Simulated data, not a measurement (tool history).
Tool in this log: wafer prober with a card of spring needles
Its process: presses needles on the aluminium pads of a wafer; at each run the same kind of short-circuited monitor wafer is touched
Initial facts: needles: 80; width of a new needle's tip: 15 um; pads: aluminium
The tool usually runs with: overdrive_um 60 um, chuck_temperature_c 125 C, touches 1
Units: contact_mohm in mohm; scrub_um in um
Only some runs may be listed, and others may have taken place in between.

run	hour	overdrive_um	chuck_temperature_c	touches	contact_mohm	scrub_um
1	0	60	125	1	395	7.85
# hour 6.5: tips cleaned on abrasive film
# hour 15.1: tips cleaned on abrasive film
# hour 25.9: tips cleaned on abrasive film
# hour 36.7: tips cleaned on abrasive film
# hour 45.4: tips cleaned on abrasive film
# hour 56.1: tips cleaned on abrasive film
2	59.4	60	125	1	386	7.86
# hour 65.9: tips cleaned on abrasive film
# hour 76.7: tips cleaned on abrasive film
# hour 85.3: tips cleaned on abrasive film
# hour 96.1: tips cleaned on abrasive film
# hour 106.9: tips cleaned on abrasive film
# hour 113.6: height of the first contact set anew
# hour 118: tips cleaned on abrasive film
# hour 128.8: tips cleaned on abrasive film
# hour 139.5: tips cleaned on abrasive film
3	141.9	43	125	1	462	5.61
# hour 148.4: tips cleaned on abrasive film
# hour 157: tips cleaned on abrasive film
# hour 167.8: tips cleaned on abrasive film
# hour 178.6: tips cleaned on abrasive film
# hour 189.3: tips cleaned on abrasive film
# hour 198: tips cleaned on abrasive film
# hour 206.6: tips cleaned on abrasive film
# hour 217.4: tips cleaned on abrasive film
# hour 226.1: tips cleaned on abrasive film
4	232	43	125	1	677	5.5
# hour 236.4: tips cleaned on abrasive film
# hour 243.1: height of the first contact set anew
# hour 245.3: tips cleaned on abrasive film
# hour 256.1: tips cleaned on abrasive film
# hour 266.9: tips cleaned on abrasive film
# hour 277.7: tips cleaned on abrasive film
# hour 288.4: tips cleaned on abrasive film
5	294.3	43	125	1	649	5.61
# hour 298.6: tips cleaned on abrasive film
# hour 309.4: tips cleaned on abrasive film
# hour 320.2: tips cleaned on abrasive film
# hour 331: tips cleaned on abrasive film
6	338.8	43	125	1	724	5.47
# hour 341: tips cleaned on abrasive film
# hour 349.7: tips cleaned on abrasive film
# hour 360.5: tips cleaned on abrasive film
# hour 371.2: tips cleaned on abrasive film
# hour 371.5: height of the first contact set anew
# hour 380.2: tips cleaned on abrasive film
7	385.4	43	125	1	617	5.65
# hour 389.8: tips cleaned on abrasive film
# hour 400.5: tips cleaned on abrasive film
# hour 409.2: tips cleaned on abrasive film
# hour 420: tips cleaned on abrasive film
# hour 430.7: tips cleaned on abrasive film
# hour 441.5: tips cleaned on abrasive film
# hour 450.2: tips cleaned on abrasive film
# hour 460.9: tips cleaned on abrasive film
# hour 471.7: tips cleaned on abrasive film
8	476.2	60	125	1	457	7.79
# hour 480.6: tips cleaned on abrasive film
# hour 489.2: tips cleaned on abrasive film
# hour 497.8: tips cleaned on abrasive film
# hour 500.3: height of the first contact set anew
# hour 506.8: tips cleaned on abrasive film
# hour 517.6: tips cleaned on abrasive film
# hour 526.2: tips cleaned on abrasive film
9	527.5	60	125	1	339	7.81
# hour 536.1: tips cleaned on abrasive film
# hour 546.9: tips cleaned on abrasive film
# hour 555.5: tips cleaned on abrasive film
# hour 566.3: tips cleaned on abrasive film
# hour 577.1: tips cleaned on abrasive film
# hour 587.9: tips cleaned on abrasive film
# hour 598.6: tips cleaned on abrasive film
# hour 609.4: tips cleaned on abrasive film
# hour 618.1: tips cleaned on abrasive film
10	621.5	60	125	1	444	7.69
# hour 628: tips cleaned on abrasive film
# hour 630.5: height of the first contact set anew
# hour 637: tips cleaned on abrasive film
# hour 647.8: tips cleaned on abrasive film
# hour 658.5: tips cleaned on abrasive film
# hour 669.3: tips cleaned on abrasive film
# hour 678: tips cleaned on abrasive film
11	678.6	60	66	1	306	7.81
# hour 687.2: tips cleaned on abrasive film
# hour 695.9: tips cleaned on abrasive film
# hour 704.5: tips cleaned on abrasive film
# hour 715.3: tips cleaned on abrasive film
# hour 726.1: tips cleaned on abrasive film
# hour 736.9: tips cleaned on abrasive film
# hour 747.6: tips cleaned on abrasive film
# hour 756.3: tips cleaned on abrasive film
# hour 760.8: height of the first contact set anew
# hour 765.2: tips cleaned on abrasive film
12	768	44	66	1	594	5.71
# hour 774.5: tips cleaned on abrasive film
# hour 783.2: tips cleaned on abrasive film
# hour 793.9: tips cleaned on abrasive film
# hour 802.6: tips cleaned on abrasive film
# hour 812.5: tips cleaned on abrasive film
13	812.5	44	66	1	272	5.7
# hour 821.1: tips cleaned on abrasive film
# hour 829.8: tips cleaned on abrasive film
# hour 838.4: tips cleaned on abrasive film
# hour 847.1: tips cleaned on abrasive film
# hour 857.9: tips cleaned on abrasive film
14	865.5	67	80	1	494	8.66
# hour 867.8: tips cleaned on abrasive film
# hour 878.5: tips cleaned on abrasive film
# hour 889.3: tips cleaned on abrasive film
# hour 889.6: height of the first contact set anew
# hour 898.3: tips cleaned on abrasive film
# hour 909: tips cleaned on abrasive film
# hour 917.7: tips cleaned on abrasive film
# hour 928.5: tips cleaned on abrasive film
# hour 937.1: tips cleaned on abrasive film
# hour 945.8: tips cleaned on abrasive film
# hour 954.4: tips cleaned on abrasive film
15	961.4	67	80	1	487	8.74
# hour 963.6: tips cleaned on abrasive film
# hour 972.3: tips cleaned on abrasive film
# hour 983: tips cleaned on abrasive film
# hour 991.7: tips cleaned on abrasive film
# hour 1000.3: tips cleaned on abrasive film
# hour 1009: tips cleaned on abrasive film
# hour 1019.8: tips cleaned on abrasive film
# hour 1020.1: height of the first contact set anew
# hour 1030.4: tips cleaned on abrasive film
16	1030.4	67	80	1	272	8.89
# hour 1041.2: tips cleaned on abrasive film
# hour 1049.9: tips cleaned on abrasive film
# hour 1060.6: tips cleaned on abrasive film
# hour 1069.3: tips cleaned on abrasive film
# hour 1080.1: tips cleaned on abrasive film
# hour 1088.7: tips cleaned on abrasive film
# hour 1099.5: tips cleaned on abrasive film
# hour 1110.3: tips cleaned on abrasive film
# hour 1118.9: tips cleaned on abrasive film
17	1120.7	67	80	1	371	8.69
# hour 1129.4: tips cleaned on abrasive film
# hour 1138: tips cleaned on abrasive film
# hour 1148.8: tips cleaned on abrasive film
# hour 1149.1: height of the first contact set anew
# hour 1157.7: tips cleaned on abrasive film
# hour 1168.5: tips cleaned on abrasive film
18	1171.6	67	33	1	402	8.77
# hour 1178.1: tips cleaned on abrasive film
# hour 1186.8: tips cleaned on abrasive film
# hour 1195.4: tips cleaned on abrasive film
# hour 1206.2: tips cleaned on abrasive film
# hour 1214.8: tips cleaned on abrasive film
19	1220	67	83	2	383	8.72
# hour 1224.3: tips cleaned on abrasive film
# hour 1233: tips cleaned on abrasive film
# hour 1243.8: tips cleaned on abrasive film
# hour 1254.6: tips cleaned on abrasive film
# hour 1265.3: tips cleaned on abrasive film
# hour 1276.1: tips cleaned on abrasive film
# hour 1278.5: height of the first contact set anew
# hour 1285.1: tips cleaned on abrasive film
20	1289.9	60	120	1	526	7.94

Here are 5 independent what-if runs from the current tool condition. What would each one return?
# hour 1294.2: tips cleaned on abrasive film
# hour 1305: tips cleaned on abrasive film
# hour 1315.8: tips cleaned on abrasive film
# hour 1326.6: tips cleaned on abrasive film
# hour 1335.2: tips cleaned on abrasive film
# hour 1343.9: tips cleaned on abrasive film
# hour 1353.7: tips cleaned on abrasive film
A	1353.7	43	120	2	?	?
# hour 1294.2: tips cleaned on abrasive film
# hour 1305: tips cleaned on abrasive film
# hour 1315.8: tips cleaned on abrasive film
# hour 1326.6: tips cleaned on abrasive film
# hour 1335.2: tips cleaned on abrasive film
# hour 1343.9: tips cleaned on abrasive film
# hour 1353.7: tips cleaned on abrasive film
B	1353.7	67	44	2	?	?
# hour 1294.2: tips cleaned on abrasive film
# hour 1305: tips cleaned on abrasive film
# hour 1315.8: tips cleaned on abrasive film
# hour 1326.6: tips cleaned on abrasive film
# hour 1335.2: tips cleaned on abrasive film
# hour 1343.9: tips cleaned on abrasive film
# hour 1353.7: tips cleaned on abrasive film
C	1353.7	79	120	1	?	?
# hour 1294.2: tips cleaned on abrasive film
# hour 1305: tips cleaned on abrasive film
# hour 1315.8: tips cleaned on abrasive film
# hour 1326.6: tips cleaned on abrasive film
# hour 1335.2: tips cleaned on abrasive film
# hour 1343.9: tips cleaned on abrasive film
# hour 1353.7: tips cleaned on abrasive film
D	1353.7	60	51	1	?	?
# hour 1294.2: tips cleaned on abrasive film
# hour 1305: tips cleaned on abrasive film
# hour 1315.8: tips cleaned on abrasive film
# hour 1326.6: tips cleaned on abrasive film
# hour 1335.2: tips cleaned on abrasive film
# hour 1343.9: tips cleaned on abrasive film
# hour 1353.7: tips cleaned on abrasive film
E	1353.7	56	39	1	?	?

run	contact_mohm	scrub_um
A	293	5.53
B	246	8.7
C	263	10.27
D	263	7.72
E	266	7.32
With no hidden state in the tool, these same runs would have given:
run	contact_mohm	scrub_um
A	249	5.66
B	225	8.84
C	241	10.41
D	226	7.86
E	224	7.45

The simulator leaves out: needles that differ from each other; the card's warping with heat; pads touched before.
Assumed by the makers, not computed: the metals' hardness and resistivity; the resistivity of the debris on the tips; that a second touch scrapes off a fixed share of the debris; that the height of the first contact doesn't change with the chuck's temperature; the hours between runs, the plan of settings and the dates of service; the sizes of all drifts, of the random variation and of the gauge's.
